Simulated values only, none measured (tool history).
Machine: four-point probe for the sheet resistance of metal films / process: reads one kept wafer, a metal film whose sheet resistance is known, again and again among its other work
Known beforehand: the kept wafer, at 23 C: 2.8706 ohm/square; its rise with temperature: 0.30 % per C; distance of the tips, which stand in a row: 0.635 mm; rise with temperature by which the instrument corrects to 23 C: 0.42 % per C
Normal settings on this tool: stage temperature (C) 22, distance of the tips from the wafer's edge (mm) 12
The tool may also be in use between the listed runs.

run	hour	stage temperature (C)	distance of the tips from the wafer's edge (mm)	sheet resistance as the instrument gives it (ohm/square)
1	0.0	22	12	2.879384
2	22.8	22	12	2.880112
3	50.4	22	12	2.879320
4	82.3	22	26	2.876028
5	118.8	22	12	2.879899
6	166.6	22	12	2.880477
7	211.8	22	17	2.876947
8	235.9	22	17	2.877558
9	274.1	22	17	2.878446
10	307.7	20	12	2.886188
11	348.9	22	12	2.880258
12	394.0	22	12	2.879785
13	433.2	31	23	2.847345
14	466.2	21	8	2.889342
# hour 470.4: stage's thermometer calibrated
15	492.3	22	12	2.882846
16	527.7	20	27	2.885704
17	558.1	20	27	2.886212
18	605.9	29	22	2.856341
19	635.3	23	22	2.875471
20	678.1	23	22	2.875643
21	704.2	24	30	2.873218

Branching from run 21: 4 alternative next runs. What would each branch give?
A	737.6	22	4	?
B	737.6	29	3	?
C	737.6	19	21	?
D	737.6	32	5	?

run	sheet resistance as the instrument gives it (ohm/square)
A	2.917212
B	2.923306
C	2.890029
D	2.871273
What these runs would have given with no unlogged condition in the tool:
run	sheet resistance as the instrument gives it (ohm/square)
A	2.913015
B	2.919256
C	2.885806
D	2.867364
